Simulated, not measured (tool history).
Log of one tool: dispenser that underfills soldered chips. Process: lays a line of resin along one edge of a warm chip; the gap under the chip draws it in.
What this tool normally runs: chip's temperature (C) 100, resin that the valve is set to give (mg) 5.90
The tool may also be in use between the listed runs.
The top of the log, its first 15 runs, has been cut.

| run | hour | chip's temperature (C) | resin that the valve is set to give (mg) | time until the resin shows at the far edge (s) | resin that the valve gave (mg) |
|---|---|---|---|---|---|
| 16 | 67.1 | 100 | 6.33 | 141.4 | 6.20 |
| 17 | 72.3 | 100 | 6.33 | 179.8 | 6.15 |
|  | 76.0 | new syringe of resin |
| 18 | 78.4 | 100 | 6.33 | 118.7 | 6.13 |
| 19 | 84.0 | 100 | 5.90 | 151.2 | 5.61 |
| 20 | 89.8 | 109 | 7.48 | 138.5 | 7.30 |
|  | 91.8 | new syringe of resin |
| 21 | 94.3 | 106 | 5.19 | 94.6 | 4.94 |
| 22 | 97.0 | 107 | 5.90 | 101.5 | 5.71 |
| 23 | 102.2 | 103 | 6.40 | 142.5 | 6.09 |
|  | 107.4 | new syringe of resin |
| 24 | 108.4 | 88 | 6.40 | 178.0 | 6.13 |
| 25 | 114.5 | 115 | 5.90 | 82.7 | 5.50 |
| 26 | 119.2 | 111 | 6.11 | 115.1 | 5.81 |
|  | 123.0 | new syringe of resin |
| 27 | 123.2 | 114 | 7.20 | 60.7 | 6.74 |
| 28 | 126.6 | 107 | 5.09 | 96.9 | 4.74 |
| 29 | 130.5 | 93 | 6.52 | 192.5 | 6.06 |
| 30 | 133.5 | 100 | 6.53 | 164.1 | 6.01 |
| 31 | 137.4 | 98 | 6.17 | 215.5 | 5.80 |
|  | 138.6 | new syringe of resin |
| 32 | 141.3 | 98 | 6.17 | 130.3 | 5.81 |
| 33 | 145.0 | 98 | 6.17 | 154.4 | 5.68 |
| 34 | 148.3 | 98 | 6.17 | 178.3 | 5.63 |
|  | 154.1 | new syringe of resin |
| 35 | 154.5 | 103 | 5.00 | 99.8 | 4.59 |
| 36 | 158.2 | 103 | 5.00 | 119.8 | 4.64 |
| 37 | 160.9 | 105 | 5.00 | 121.2 | 4.72 |

Each row is a separate what-if for the run after 37, all from the same tool condition, not one after another. Results?
| A | 164.9 | 99 | 7.30 | ? | ? |
| B | 164.9 | 107 | 5.68 | ? | ? |
| C | 164.9 | 105 | 5.43 | ? | ? |

| run | time until the resin shows at the far edge (s) | resin that the valve gave (mg) |
|---|---|---|
| A | 172.7 | 6.64 |
| B | 133.5 | 5.32 |
| C | 144.1 | 5.01 |
Without the tool's hidden state the same runs would have given:
| run | time until the resin shows at the far edge (s) | resin that the valve gave (mg) |
|---|---|---|
| A | 103.0 | 7.21 |
| B | 78.8 | 5.77 |
| C | 84.6 | 5.44 |

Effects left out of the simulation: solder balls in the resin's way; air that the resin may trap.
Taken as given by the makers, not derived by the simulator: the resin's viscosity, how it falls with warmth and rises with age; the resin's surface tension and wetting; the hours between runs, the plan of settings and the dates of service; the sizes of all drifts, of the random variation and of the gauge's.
